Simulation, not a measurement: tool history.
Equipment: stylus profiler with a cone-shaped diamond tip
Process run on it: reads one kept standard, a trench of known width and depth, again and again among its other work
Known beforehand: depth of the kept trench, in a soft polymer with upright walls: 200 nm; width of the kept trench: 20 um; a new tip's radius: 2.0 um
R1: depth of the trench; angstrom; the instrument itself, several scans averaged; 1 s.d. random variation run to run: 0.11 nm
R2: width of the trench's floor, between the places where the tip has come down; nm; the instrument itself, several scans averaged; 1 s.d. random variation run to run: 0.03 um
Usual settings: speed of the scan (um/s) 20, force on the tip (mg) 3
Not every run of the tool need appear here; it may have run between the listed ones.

{"run": 1, "hour": 0.0, "speed of the scan (um/s)": 20, "force on the tip (mg)": 3, "R1": 2011.7, "R2": 18070}
{"run": 2, "hour": 89.3, "speed of the scan (um/s)": 20, "force on the tip (mg)": 3, "R1": 2008.5, "R2": 18000}
{"run": 3, "hour": 180.3, "speed of the scan (um/s)": 20, "force on the tip (mg)": 3, "R1": 2008.4, "R2": 18040}
{"run": 4, "hour": 241.0, "speed of the scan (um/s)": 20, "force on the tip (mg)": 3, "R1": 2008, "R2": 18040}
{"run": 5, "hour": 318.0, "speed of the scan (um/s)": 20, "force on the tip (mg)": 3, "R1": 2007.7, "R2": 18050}
{"run": 6, "hour": 369.4, "speed of the scan (um/s)": 20, "force on the tip (mg)": 3, "R1": 2006.8, "R2": 18020}
{"run": 7, "hour": 461.7, "speed of the scan (um/s)": 20, "force on the tip (mg)": 3, "R1": 2006.9, "R2": 17980}
{"run": 8, "hour": 514.2, "speed of the scan (um/s)": 20, "force on the tip (mg)": 3, "R1": 2006.6, "R2": 17950}
{"run": 9, "hour": 614.0, "speed of the scan (um/s)": 37, "force on the tip (mg)": 3, "R1": 2006.5, "R2": 17940}
{"run": 10, "hour": 706.3, "speed of the scan (um/s)": 37, "force on the tip (mg)": 2.02, "R1": 2004.2, "R2": 17890}
{"run": 11, "hour": 777.7, "speed of the scan (um/s)": 37, "force on the tip (mg)": 2.02, "R1": 2003.3, "R2": 17860}
{"run": 12, "hour": 841.9, "speed of the scan (um/s)": 37, "force on the tip (mg)": 2.02, "R1": 2004.6, "R2": 17860}
{"run": 13, "hour": 923.8, "speed of the scan (um/s)": 37, "force on the tip (mg)": 2.02, "R1": 2002.3, "R2": 17830}
{"run": 14, "hour": 973.8, "speed of the scan (um/s)": 20, "force on the tip (mg)": 1.41, "R1": 1998, "R2": 17930}
{"run": 15, "hour": 1022.8, "speed of the scan (um/s)": 20, "force on the tip (mg)": 3, "R1": 2005, "R2": 17940}
{"run": 16, "hour": 1107.1, "speed of the scan (um/s)": 20, "force on the tip (mg)": 3, "R1": 2003.8, "R2": 17930}
{"run": 17, "hour": 1153.0, "speed of the scan (um/s)": 20, "force on the tip (mg)": 3.16, "R1": 2005.9, "R2": 17870}
{"run": 18, "hour": 1242.9, "speed of the scan (um/s)": 20, "force on the tip (mg)": 3.16, "R1": 2003.8, "R2": 17920}
{"run": 19, "hour": 1292.0, "speed of the scan (um/s)": 20, "force on the tip (mg)": 3.16, "R1": 2005.3, "R2": 17890}
{"run": 20, "hour": 1386.2, "speed of the scan (um/s)": 20, "force on the tip (mg)": 5.5, "R1": 2009.9, "R2": 17930}
{"run": 21, "hour": 1453.1, "speed of the scan (um/s)": 20, "force on the tip (mg)": 5.5, "R1": 2009.6, "R2": 17890}
{"run": 22, "hour": 1520.4, "speed of the scan (um/s)": 20, "force on the tip (mg)": 5.5, "R1": 2009.5, "R2": 17920}
{"run": 23, "hour": 1619.9, "speed of the scan (um/s)": 20, "force on the tip (mg)": 5.5, "R1": 2007.7, "R2": 17920}
{"run": 24, "hour": 1661.3, "speed of the scan (um/s)": 9, "force on the tip (mg)": 1.32, "R1": 1994.9, "R2": 17850}
{"run": 25, "hour": 1709.4, "speed of the scan (um/s)": 9, "force on the tip (mg)": 1.58, "R1": 1995.3, "R2": 17910}

What does the tool deliver on the next run?
{"run": 26, "hour": 1783.5, "speed of the scan (um/s)": 44, "force on the tip (mg)": 7.1, "R1": "?", "R2": "?"}

Run 26 produced R1 2012.8 angstrom, R2 17860 nm.
With the hidden condition absent and the run-to-run variation left alone, this run would have shown R1 2026.4 angstrom, R2 18190 nm.

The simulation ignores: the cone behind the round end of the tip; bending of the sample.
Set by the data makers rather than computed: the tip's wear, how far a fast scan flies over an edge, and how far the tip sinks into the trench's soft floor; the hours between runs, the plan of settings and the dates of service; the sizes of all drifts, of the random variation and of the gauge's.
